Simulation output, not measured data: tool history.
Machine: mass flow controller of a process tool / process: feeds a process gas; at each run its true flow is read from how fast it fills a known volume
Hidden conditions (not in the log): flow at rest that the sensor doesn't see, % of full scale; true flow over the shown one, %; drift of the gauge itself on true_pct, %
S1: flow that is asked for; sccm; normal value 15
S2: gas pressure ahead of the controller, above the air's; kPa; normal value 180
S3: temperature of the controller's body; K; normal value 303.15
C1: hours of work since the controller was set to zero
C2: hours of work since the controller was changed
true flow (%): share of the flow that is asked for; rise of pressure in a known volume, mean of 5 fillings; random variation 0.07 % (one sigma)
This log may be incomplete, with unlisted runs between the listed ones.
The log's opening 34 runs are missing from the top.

Run 35, hour 3252.6: usual settings but S1 28 sccm, S2 161 kPa, S3 297.15 K; C1 2514; C2 2514. Result: true flow (%) 98.45.
Run 36, hour 3394.3: usual settings but S1 28 sccm, S2 161 kPa, S3 297.15 K; C1 2575; C2 2575. Result: true flow (%) 98.41.
Run 37, hour 3513.1: usual settings but S1 12 sccm, S2 161 kPa, S3 304.15 K; C1 2626; C2 2626. Result: true flow (%) 97.19.
At hour 3630.9: gauge calibrated.
Run 38, hour 3650.4: usual settings but S1 12 sccm, S2 161 kPa, S3 304.15 K; C1 2685; C2 2685. Result: true flow (%) 98.46.
Run 39, hour 3741.8: usual settings but S1 17 sccm, S2 158 kPa, S3 304.15 K; C1 2725; C2 2725. Result: true flow (%) 98.49.
Run 40, hour 3819.1: usual settings but S1 5 sccm, S2 191 kPa, S3 296.15 K; C1 2758; C2 2758. Result: true flow (%) 99.01.
Run 41, hour 3928.0: usual settings but S1 38 sccm, S2 168 kPa, S3 297.15 K; C1 2805; C2 2805. Result: true flow (%) 99.84.
Run 42, hour 3993.3: usual settings but S1 33 sccm, S2 179 kPa, S3 294.15 K; C1 2833; C2 2833. Result: true flow (%) 99.75.
Run 43, hour 4127.4: usual settings but S1 33 sccm, S2 179 kPa, S3 294.15 K; C1 2891; C2 2891. Result: true flow (%) 99.86.
Run 44, hour 4264.9: usual settings but S1 49 sccm, S2 189 kPa; C1 2951; C2 2951. Result: true flow (%) 99.49.
Run 45, hour 4366.0: usual settings but S1 49 sccm, S2 189 kPa; C1 2994; C2 2994. Result: true flow (%) 99.32.
Run 46, hour 4482.1: usual settings but S1 8 sccm, S3 297.15 K; C1 3045; C2 3045. Result: true flow (%) 98.63.
Run 47, hour 4577.0: usual settings but S1 8 sccm, S3 297.15 K; C1 3086; C2 3086. Result: true flow (%) 98.70.
Run 48, hour 4637.9: usual settings but S1 8 sccm, S3 297.15 K; C1 3112; C2 3112. Result: true flow (%) 98.57.

What if the next run were any one of these 4? Each begins from the tool's condition after run 48:
Run A, hour 4713.3: usual settings but S2 146 kPa, S3 306.15 K; C1 3144; C2 3144. Result: true flow (%) ?.
Run B, hour 4713.3: usual settings but S1 6 sccm, S2 226 kPa, S3 309.15 K; C1 3144; C2 3144. Result: true flow (%) ?.
Run C, hour 4713.3: usual settings but S2 171 kPa; C1 3144; C2 3144. Result: true flow (%) ?.
Run D, hour 4713.3: usual settings but S1 19 sccm, S2 152 kPa; C1 3144; C2 3144. Result: true flow (%) ?.

run  true flow (%)
  A          98.08
  B          97.21
  C          98.18
  D          98.40
The same runs, with their run-to-run variation unchanged, on a tool lacking any hidden condition would have given:
run  true flow (%)
  A          98.47
  B          97.62
  C          98.57
  D          98.79
